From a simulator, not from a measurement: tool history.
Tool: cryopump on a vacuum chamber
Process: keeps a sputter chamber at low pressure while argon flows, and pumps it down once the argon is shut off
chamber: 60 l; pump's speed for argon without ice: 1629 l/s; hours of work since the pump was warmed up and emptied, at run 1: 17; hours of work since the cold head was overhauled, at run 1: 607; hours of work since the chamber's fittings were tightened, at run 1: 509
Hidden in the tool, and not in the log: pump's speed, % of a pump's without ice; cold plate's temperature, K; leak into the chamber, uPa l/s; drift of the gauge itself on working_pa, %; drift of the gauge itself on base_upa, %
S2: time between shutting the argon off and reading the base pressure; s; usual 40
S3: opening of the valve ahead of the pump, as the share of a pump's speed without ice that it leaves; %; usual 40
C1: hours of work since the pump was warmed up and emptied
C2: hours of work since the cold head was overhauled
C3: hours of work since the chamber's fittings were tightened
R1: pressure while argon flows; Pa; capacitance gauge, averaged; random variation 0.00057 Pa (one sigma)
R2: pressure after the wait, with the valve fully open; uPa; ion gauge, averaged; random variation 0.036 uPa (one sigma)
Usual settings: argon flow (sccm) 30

{"run": 1, "hour": 0.0, "argon flow (sccm)": 30, "S2": 40, "S3": 40, "C1": 17, "C2": 607, "C3": 509, "R1": 0.0778, "R2": 2.27}
{"run": 2, "hour": 47.0, "argon flow (sccm)": 30, "S2": 40, "S3": 40, "C1": 44, "C2": 634, "C3": 535, "R1": 0.0799, "R2": 2.27}
{"run": 3, "hour": 80.4, "argon flow (sccm)": 30, "S2": 40, "S3": 40, "C1": 63, "C2": 653, "C3": 554, "R1": 0.0788, "R2": 2.32}
{"run": 4, "hour": 119.0, "argon flow (sccm)": 30, "S2": 40, "S3": 40, "C1": 84, "C2": 674, "C3": 576, "R1": 0.0791, "R2": 2.35}
{"run": 5, "hour": 143.8, "argon flow (sccm)": 30, "S2": 40, "S3": 40, "C1": 98, "C2": 688, "C3": 590, "R1": 0.0795, "R2": 2.35}
{"run": 6, "hour": 185.9, "argon flow (sccm)": 30, "S2": 40, "S3": 40, "C1": 122, "C2": 712, "C3": 613, "R1": 0.0794, "R2": 2.39}
{"run": 7, "hour": 228.8, "argon flow (sccm)": 30, "S2": 40, "S3": 40, "C1": 146, "C2": 736, "C3": 637, "R1": 0.0823, "R2": 2.35}
{"run": 8, "hour": 255.4, "argon flow (sccm)": 30, "S2": 40, "S3": 40, "C1": 161, "C2": 751, "C3": 652, "R1": 0.081, "R2": 2.39}
{"run": 9, "hour": 288.7, "argon flow (sccm)": 30, "S2": 40, "S3": 40, "C1": 180, "C2": 770, "C3": 671, "R1": 0.0811, "R2": 2.41}
{"run": 10, "hour": 318.4, "argon flow (sccm)": 30, "S2": 40, "S3": 40, "C1": 197, "C2": 787, "C3": 688, "R1": 0.0811, "R2": 2.37}
{"run": 11, "hour": 354.0, "argon flow (sccm)": 30, "S2": 40, "S3": 40, "C1": 217, "C2": 807, "C3": 708, "R1": 0.0819, "R2": 2.49}
{"run": 12, "hour": 399.6, "argon flow (sccm)": 30, "S2": 40, "S3": 40, "C1": 242, "C2": 832, "C3": 734, "R1": 0.082, "R2": 2.43}
{"run": 13, "hour": 435.2, "argon flow (sccm)": 30, "S2": 40, "S3": 40, "C1": 262, "C2": 852, "C3": 754, "R1": 0.0827, "R2": 2.46}
{"run": 14, "hour": 469.0, "argon flow (sccm)": 30, "S2": 40, "S3": 40, "C1": 281, "C2": 871, "C3": 773, "R1": 0.0814, "R2": 2.52}
{"run": 15, "hour": 494.5, "argon flow (sccm)": 30, "S2": 40, "S3": 40, "C1": 296, "C2": 886, "C3": 787, "R1": 0.083, "R2": 2.45}
{"run": 16, "hour": 518.8, "argon flow (sccm)": 24, "S2": 287, "S3": 40, "C1": 309, "C2": 899, "C3": 801, "R1": 0.0661, "R2": 0.87}
{"run": 17, "hour": 547.7, "argon flow (sccm)": 30, "S2": 40, "S3": 37, "C1": 326, "C2": 916, "C3": 817, "R1": 0.0895, "R2": 2.5}
{"run": 18, "hour": 578.3, "argon flow (sccm)": 39, "S2": 271, "S3": 51, "C1": 343, "C2": 933, "C3": 834, "R1": 0.0866, "R2": 0.92}
{"run": 19, "hour": 609.3, "argon flow (sccm)": 39, "S2": 271, "S3": 51, "C1": 360, "C2": 950, "C3": 852, "R1": 0.086, "R2": 0.93}
{"run": 20, "hour": 645.7, "argon flow (sccm)": 39, "S2": 271, "S3": 51, "C1": 381, "C2": 971, "C3": 872, "R1": 0.0877, "R2": 0.99}
{"run": 21, "hour": 692.6, "argon flow (sccm)": 39, "S2": 271, "S3": 51, "C1": 407, "C2": 997, "C3": 898, "R1": 0.0881, "R2": 1.03}
{"run": 22, "hour": 735.6, "argon flow (sccm)": 13, "S2": 86, "S3": 16, "C1": 431, "C2": 1022, "C3": 923, "R1": 0.0877, "R2": 1.64}
{"run": 23, "hour": 789.4, "argon flow (sccm)": 38, "S2": 21, "S3": 18, "C1": 462, "C2": 1052, "C3": 953, "R1": 0.2293, "R2": 4.3}
{"run": 24, "hour": 827.9, "argon flow (sccm)": 31, "S2": 51, "S3": 19, "C1": 483, "C2": 1073, "C3": 975, "R1": 0.1791, "R2": 2.26}
{"run": 25, "hour": 875.9, "argon flow (sccm)": 24, "S2": 184, "S3": 52, "C1": 510, "C2": 1101, "C3": 1002, "R1": 0.0542, "R2": 1.2}
{"run": 26, "hour": 906.1, "argon flow (sccm)": 36, "S2": 46, "S3": 18, "C1": 527, "C2": 1118, "C3": 1019, "R1": 0.2183, "R2": 2.37}
{"run": 27, "hour": 955.5, "argon flow (sccm)": 59, "S2": 46, "S3": 25, "C1": 555, "C2": 1145, "C3": 1046, "R1": 0.2653, "R2": 2.45}
{"run": 28, "hour": 982.7, "argon flow (sccm)": 59, "S2": 46, "S3": 25, "C1": 571, "C2": 1161, "C3": 1062, "R1": 0.2635, "R2": 2.42}
{"hour": 1005.2, "done": "pump warmed up, emptied and cooled again"}
{"run": 29, "hour": 1010.9, "argon flow (sccm)": 59, "S2": 46, "S3": 25, "C1": 3, "C2": 1174, "C3": 1075, "R1": 0.2454, "R2": 2.29}
{"run": 30, "hour": 1043.4, "argon flow (sccm)": 59, "S2": 46, "S3": 25, "C1": 22, "C2": 1192, "C3": 1093, "R1": 0.247, "R2": 2.33}

Forecast each of these 4 alternatives for the next run:
{"run": "A", "hour": 1084.3, "argon flow (sccm)": 17, "S2": 44, "S3": 16, "C1": 45, "C2": 1215, "C3": 1116, "R1": "?", "R2": "?"}
{"run": "B", "hour": 1084.3, "argon flow (sccm)": 16, "S2": 46, "S3": 25, "C1": 45, "C2": 1215, "C3": 1116, "R1": "?", "R2": "?"}
{"run": "C", "hour": 1084.3, "argon flow (sccm)": 17, "S2": 30, "S3": 25, "C1": 45, "C2": 1215, "C3": 1116, "R1": "?", "R2": "?"}
{"run": "D", "hour": 1084.3, "argon flow (sccm)": 49, "S2": 113, "S3": 39, "C1": 45, "C2": 1215, "C3": 1116, "R1": "?", "R2": "?"}

run=A R1=0.1105 R2=2.35
run=B R1=0.0678 R2=2.29
run=C R1=0.0711 R2=3.24
run=D R1=0.1313 R2=1.39
Without the tool's hidden state the same runs would have given:
run=A R1=0.1099 R2=1.82
run=B R1=0.0672 R2=1.76
run=C R1=0.0704 R2=2.7
run=D R1=0.1294 R2=0.85

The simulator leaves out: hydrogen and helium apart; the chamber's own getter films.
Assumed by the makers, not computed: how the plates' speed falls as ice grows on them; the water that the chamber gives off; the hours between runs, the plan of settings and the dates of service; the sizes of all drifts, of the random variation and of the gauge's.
